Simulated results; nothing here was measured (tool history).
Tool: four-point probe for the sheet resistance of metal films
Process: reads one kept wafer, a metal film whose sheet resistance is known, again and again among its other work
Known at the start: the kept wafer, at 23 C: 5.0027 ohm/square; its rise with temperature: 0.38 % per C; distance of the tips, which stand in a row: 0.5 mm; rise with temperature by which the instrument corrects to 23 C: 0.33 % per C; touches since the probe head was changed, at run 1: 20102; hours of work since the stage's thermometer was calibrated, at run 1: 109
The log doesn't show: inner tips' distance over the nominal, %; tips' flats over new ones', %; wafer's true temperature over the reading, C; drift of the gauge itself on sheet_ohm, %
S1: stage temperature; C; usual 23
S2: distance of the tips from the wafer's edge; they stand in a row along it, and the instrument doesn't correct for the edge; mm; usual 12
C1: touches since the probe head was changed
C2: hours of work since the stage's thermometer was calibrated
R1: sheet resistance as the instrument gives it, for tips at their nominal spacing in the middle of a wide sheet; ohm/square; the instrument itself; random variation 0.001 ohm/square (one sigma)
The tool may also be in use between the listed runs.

Run 1, hour 0: usual settings; C1 20102; C2 109. Result: R1 5.008286 ohm/square.
Run 2, hour 92.8: usual settings; C1 24451; C2 162. Result: R1 5.006082 ohm/square.
Run 3, hour 219.7: usual settings but S2 19 mm; C1 30400; C2 233. Result: R1 5.004078 ohm/square.
Run 4, hour 299.2: usual settings but S2 11 mm; C1 34125; C2 278. Result: R1 5.006415 ohm/square.
Run 5, hour 436.3: usual settings; C1 40553; C2 356. Result: R1 5.007203 ohm/square.
Run 6, hour 577.6: usual settings; C1 47173; C2 436. Result: R1 5.007198 ohm/square.
Run 7, hour 670.1: usual settings; C1 51507; C2 488. Result: R1 5.004672 ohm/square.
Run 8, hour 746.6: usual settings; C1 55097; C2 531. Result: R1 5.008871 ohm/square.
Run 9, hour 882.2: usual settings; C1 61450; C2 608. Result: R1 5.00722 ohm/square.
Run 10, hour 953.6: usual settings; C1 64799; C2 648. Result: R1 5.009238 ohm/square.
Run 11, hour 1093.7: usual settings; C1 71366; C2 728. Result: R1 5.008856 ohm/square.
Run 12, hour 1236.2: usual settings; C1 78045; C2 808. Result: R1 5.008059 ohm/square.
Run 13, hour 1300.6: usual settings; C1 81063; C2 845. Result: R1 5.007149 ohm/square.
Run 14, hour 1435.6: usual settings; C1 87389; C2 921. Result: R1 5.008022 ohm/square.
Run 15, hour 1497.6: usual settings; C1 90297; C2 956. Result: R1 5.009068 ohm/square.
Run 16, hour 1642: usual settings; C1 97060; C2 1038. Result: R1 5.006378 ohm/square.
Run 17, hour 1779.6: usual settings but S1 28 C, S2 9 mm; C1 103512; C2 1115. Result: R1 5.023163 ohm/square.
Run 18, hour 1845.5: usual settings but S1 25 C, S2 9 mm; C1 106600; C2 1153. Result: R1 5.017007 ohm/square.
At hour 1892.2: new probe head fitted.
Run 19, hour 1931.6: usual settings but S1 21 C, S2 40 mm; C1 1845; C2 1201. Result: R1 4.997784 ohm/square.
Run 20, hour 2019.6: usual settings but S1 21 C, S2 40 mm; C1 5971; C2 1251. Result: R1 4.998235 ohm/square.

Run 21 comes next. What will it give?
Run 21, hour 2126.1: usual settings but S1 19 C, S2 5 mm; C1 10965; C2 1311. Result: R1 ?.

Run 21 gave R1 5.017771 ohm/square.
Without the tool's hidden state the same run would have given R1 5.017253 ohm/square.
